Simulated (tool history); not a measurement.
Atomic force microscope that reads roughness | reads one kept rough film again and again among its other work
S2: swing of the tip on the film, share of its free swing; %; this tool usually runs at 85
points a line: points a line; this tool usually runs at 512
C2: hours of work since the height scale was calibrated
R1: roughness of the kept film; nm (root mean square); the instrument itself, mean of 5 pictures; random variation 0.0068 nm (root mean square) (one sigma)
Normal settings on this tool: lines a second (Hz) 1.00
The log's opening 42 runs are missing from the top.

Run 43, day 17.696: usual settings but lines a second (Hz) 2.05, S2 79 %, points a line 295; pictures with this tip 83; C2 113. Result: R1 1.250 nm (root mean square).
Run 44, day 18.046: usual settings but lines a second (Hz) 1.35, S2 59 %, points a line 709; pictures with this tip 92; C2 119. Result: R1 1.466 nm (root mean square).
Run 45, day 18.508: usual settings but lines a second (Hz) 1.35, S2 59 %, points a line 709; pictures with this tip 104; C2 127. Result: R1 1.467 nm (root mean square).
Run 46, day 18.800: usual settings but lines a second (Hz) 3.19; pictures with this tip 111; C2 132. Result: R1 1.046 nm (root mean square).
Run 47, day 19.142: usual settings but lines a second (Hz) 2.54, S2 77 %, points a line 656; pictures with this tip 120; C2 137. Result: R1 1.223 nm (root mean square).
Run 48, day 19.746: usual settings but lines a second (Hz) 4.00, S2 59 %, points a line 274; pictures with this tip 136; C2 147. Result: R1 1.338 nm (root mean square).
Run 49, day 20.342: usual settings but lines a second (Hz) 4.00, S2 59 %, points a line 274; pictures with this tip 151; C2 157. Result: R1 1.318 nm (root mean square).
Run 50, day 20.688: usual settings but points a line 812; pictures with this tip 160; C2 163. Result: R1 1.319 nm (root mean square).
Run 51, day 21.258: usual settings but lines a second (Hz) 0.88, S2 68 %, points a line 437; pictures with this tip 175; C2 173. Result: R1 1.425 nm (root mean square).
Run 52, day 21.692: usual settings but lines a second (Hz) 1.93, points a line 256; pictures with this tip 186; C2 180. Result: R1 1.168 nm (root mean square).

Below are 5 alternative next runs, each starting from the tool's condition after run 52. Predict each:
Run A, day 22.279: usual settings but lines a second (Hz) 0.71, points a line 478; pictures with this tip 201; C2 190. Result: R1 ?.
Run B, day 22.279: usual settings but lines a second (Hz) 0.68, S2 70 %, points a line 326; pictures with this tip 201; C2 190. Result: R1 ?.
Run C, day 22.279: usual settings but lines a second (Hz) 2.80, points a line 569; pictures with this tip 201; C2 190. Result: R1 ?.
Run D, day 22.279: usual settings but lines a second (Hz) 0.77, points a line 474; pictures with this tip 201; C2 190. Result: R1 ?.
Run E, day 22.279: usual settings but lines a second (Hz) 1.93, points a line 431; pictures with this tip 201; C2 190. Result: R1 ?.

run     R1
  A  1.358
  B  1.425
  C  1.055
  D  1.340
  E  1.160
Had the tool no hidden state, the same runs would have come out as:
run     R1
  A  1.430
  B  1.500
  C  1.111
  D  1.411
  E  1.222
